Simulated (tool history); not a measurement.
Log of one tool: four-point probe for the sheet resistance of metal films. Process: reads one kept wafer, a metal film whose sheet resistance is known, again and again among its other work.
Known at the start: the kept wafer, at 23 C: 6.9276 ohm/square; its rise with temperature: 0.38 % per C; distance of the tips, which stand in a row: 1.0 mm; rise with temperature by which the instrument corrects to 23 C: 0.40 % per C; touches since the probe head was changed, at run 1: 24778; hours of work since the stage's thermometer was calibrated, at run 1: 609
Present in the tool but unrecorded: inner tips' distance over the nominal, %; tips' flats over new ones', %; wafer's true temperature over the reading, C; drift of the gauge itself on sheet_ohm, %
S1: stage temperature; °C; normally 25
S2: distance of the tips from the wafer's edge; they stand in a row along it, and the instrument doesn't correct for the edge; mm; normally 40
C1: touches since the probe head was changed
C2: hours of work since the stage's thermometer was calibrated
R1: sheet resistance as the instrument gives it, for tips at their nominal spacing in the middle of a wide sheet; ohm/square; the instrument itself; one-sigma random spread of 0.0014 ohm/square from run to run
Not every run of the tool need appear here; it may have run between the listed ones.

run,hour,S1,S2,C1,C2,R1
1,0.0,25,40,24778,609,6.896450
2,20.6,25,40,25357,617,6.894822
3,45.5,25,40,26056,628,6.895346
4,67.9,25,40,26687,637,6.895047
5,91.1,25,40,27339,646,6.894850
6,119.5,25,40,28139,658,6.896068
7,142.5,25,40,28784,667,6.892157
8,164.2,25,40,29393,676,6.893302
9,177.9,25,40,29779,682,6.897844
10,205.0,25,40,30540,693,6.893220
11,221.1,25,40,30993,700,6.891642
12,239.5,21,40,31512,707,6.898072
13,262.3,18,40,32152,717,6.903172
14,281.5,25,40,32693,725,6.892850
15,297.8,25,40,33151,731,6.892344
16,320.2,25,40,33781,741,6.892151
17,334.6,20,33,34185,746,6.903765
18,349.0,26,40,34589,752,6.889384
# hour 351.9: stage's thermometer calibrated
19,377.8,29,40,35384,11,6.890845
20,409.5,30,9,36276,24,6.931314
21,429.9,30,9,36850,32,6.932692
22,452.1,34,54,37474,41,6.880240
23,476.9,30,8,38172,51,6.944919
24,491.4,30,8,38578,57,6.941542
25,515.0,27,14,39241,67,6.909670
# hour 531.0: stage's thermometer calibrated, once more
26,532.7,19,14,39726,1,6.907789
27,563.0,19,14,40578,13,6.908881
28,590.1,23,14,41340,24,6.901554
29,609.9,21,6,41897,32,6.990125
30,629.6,29,11,42449,41,6.906189
31,644.9,20,40,42880,47,6.890122

Forecast each of these 4 alternatives for the next run:
A,672.0,24,40,43642,58,?
B,672.0,22,40,43642,58,?
C,672.0,22,13,43642,58,?
D,672.0,24,26,43642,58,?

run,R1
A,6.883024
B,6.885309
C,6.904139
D,6.887125
Stripped of hidden state, with their random variation kept, the same runs would have yielded:
run,R1
A,6.929134
B,6.931420
C,6.950366
D,6.933262

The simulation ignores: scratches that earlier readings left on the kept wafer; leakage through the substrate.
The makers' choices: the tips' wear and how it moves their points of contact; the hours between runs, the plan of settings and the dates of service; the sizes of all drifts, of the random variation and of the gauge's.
